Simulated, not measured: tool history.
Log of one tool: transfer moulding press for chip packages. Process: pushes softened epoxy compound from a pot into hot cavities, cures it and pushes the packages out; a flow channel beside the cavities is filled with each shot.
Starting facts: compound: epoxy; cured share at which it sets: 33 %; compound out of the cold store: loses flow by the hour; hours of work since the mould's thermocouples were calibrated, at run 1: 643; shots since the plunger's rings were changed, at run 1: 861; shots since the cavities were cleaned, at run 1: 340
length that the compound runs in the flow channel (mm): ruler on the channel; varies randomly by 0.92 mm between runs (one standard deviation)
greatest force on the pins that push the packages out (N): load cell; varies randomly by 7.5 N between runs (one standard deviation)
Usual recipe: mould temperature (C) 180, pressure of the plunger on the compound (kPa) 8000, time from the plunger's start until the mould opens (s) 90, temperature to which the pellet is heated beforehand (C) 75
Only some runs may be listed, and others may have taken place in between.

| run | hour | mould temperature (C) | pressure of the plunger on the compound (kPa) | time from the plunger's start until the mould opens (s) | temperature to which the pellet is heated beforehand (C) | hours of work since the mould's thermocouples were calibrated | shots since the plunger's rings were changed | shots since the cavities were cleaned | incoming compound's hours out of the cold store | length that the compound runs in the flow channel (mm) | greatest force on the pins that push the packages out (N) |
|---|---|---|---|---|---|---|---|---|---|---|---|
| 1 | 0.0 | 180 | 8000 | 90 | 75 | 643 | 861 | 340 | 40.0 | 592.6 | 489 |
|  | 37.6 | mould's thermocouples calibrated |
|  | 54.6 | cavities cleaned with cleaning compound and waxed |
| 2 | 71.9 | 180 | 8000 | 90 | 75 | 26 | 1857 | 252 | 17.8 | 660.3 | 789 |
| 3 | 105.8 | 177 | 8000 | 90 | 75 | 53 | 2352 | 747 | 29.9 | 624.6 | 917 |
|  | 130.9 | cavities cleaned with cleaning compound and waxed |
| 4 | 164.7 | 177 | 8000 | 90 | 72 | 98 | 3189 | 493 | 12.4 | 681.0 | 746 |
| 5 | 199.1 | 177 | 8000 | 90 | 72 | 126 | 3691 | 995 | 17.0 | 663.7 | 883 |
|  | 204.4 | cavities cleaned with cleaning compound and waxed |
|  | 210.1 | plunger's sealing rings changed |
| 6 | 246.9 | 177 | 8000 | 90 | 72 | 160 | 535 | 582 | 42.8 | 591.9 | 695 |
|  | 282.4 | cavities cleaned with cleaning compound and waxed, once more |
| 7 | 299.0 | 180 | 8000 | 90 | 75 | 200 | 1274 | 243 | 44.3 | 578.0 | 454 |
| 8 | 349.3 | 180 | 8000 | 90 | 75 | 240 | 2007 | 976 | 32.2 | 612.3 | 680 |
|  | 357.2 | cavities cleaned with cleaning compound and waxed |
| 9 | 402.6 | 180 | 8000 | 90 | 75 | 281 | 2762 | 662 | 17.5 | 656.4 | 668 |
|  | 433.8 | cavities cleaned with cleaning compound and waxed |
| 10 | 465.8 | 180 | 8000 | 90 | 75 | 330 | 3662 | 467 | 47.6 | 557.6 | 533 |
|  | 475.9 | plunger's sealing rings changed |
|  | 510.5 | cavities cleaned with cleaning compound and waxed |
| 11 | 510.5 | 180 | 8000 | 90 | 75 | 362 | 482 | 0 | 30.2 | 625.3 | 332 |
| 12 | 541.0 | 180 | 8000 | 90 | 75 | 386 | 927 | 445 | 11.0 | 690.0 | 587 |
|  | 583.9 | cavities cleaned with cleaning compound and waxed |
| 13 | 589.9 | 180 | 8000 | 90 | 75 | 424 | 1618 | 88 | 29.7 | 620.0 | 391 |
| 14 | 632.0 | 180 | 8000 | 90 | 75 | 457 | 2231 | 701 | 42.4 | 579.5 | 591 |
|  | 657.6 | cavities cleaned with cleaning compound and waxed |
| 15 | 678.6 | 177 | 8000 | 75 | 66 | 493 | 2888 | 306 | 17.0 | 667.1 | 1041 |
|  | 734.6 | cavities cleaned with cleaning compound and waxed |
|  | 744.5 | plunger's sealing rings changed |
| 16 | 744.5 | 180 | 8000 | 90 | 68 | 542 | 0 | 107 | 28.1 | 633.3 | 403 |
| 17 | 773.1 | 177 | 7220 | 120 | 71 | 565 | 417 | 524 | 30.5 | 599.8 | 421 |

Estimate the outcome of run 18 from the log above:
|  | 813.8 | cavities cleaned with cleaning compound and waxed |
| 18 | 838.8 | 177 | 7220 | 120 | 71 | 615 | 1353 | 365 | 42.4 | ? | ? |

{"run 18": {"length that the compound runs in the flow channel (mm)": 561.8, "greatest force on the pins that push the packages out (N)": 366}}
With no hidden state in the tool, this same run would have given length that the compound runs in the flow channel (mm) 566.5, greatest force on the pins that push the packages out (N) 212.
